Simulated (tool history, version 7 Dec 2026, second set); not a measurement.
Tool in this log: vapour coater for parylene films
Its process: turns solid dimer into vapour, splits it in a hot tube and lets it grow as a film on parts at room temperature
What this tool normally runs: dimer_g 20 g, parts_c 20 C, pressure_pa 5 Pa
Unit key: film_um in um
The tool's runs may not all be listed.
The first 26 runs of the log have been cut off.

run    hour  dimer_g  parts_c  pressure_pa  hours of work since the trap's valve was overhauled  hours of work since the table's thermometer was calibrated  film_um
        803  -- trap's valve overhauled
 27   805.7       12       14         5.98                                                    2                                                         954     3.43
 28   824.5        9       21        10.41                                                   16                                                         968     1.85
 29   860.2        9       21        10.41                                                   44                                                         996     1.81
 30   899.8       20       14        11.45                                                   74                                                        1026     4.98
 31   921.6       28       26         9.58                                                   91                                                        1043     4.83
 32   958.7       28       26         9.58                                                  119                                                        1071     4.75
 33  1001.7       17       20        10.09                                                  152                                                        1104     3.45
 34  1031.9       17       20         2.52                                                  175                                                        1127      4.4

What will run 35 give?
 35  1050.4        9       17         2.52                                                  189                                                        1141        ?

Run 35 gave film_um 2.57 um.
Had the tool carried no hidden state, the very same run would have given film_um 2.82 um.
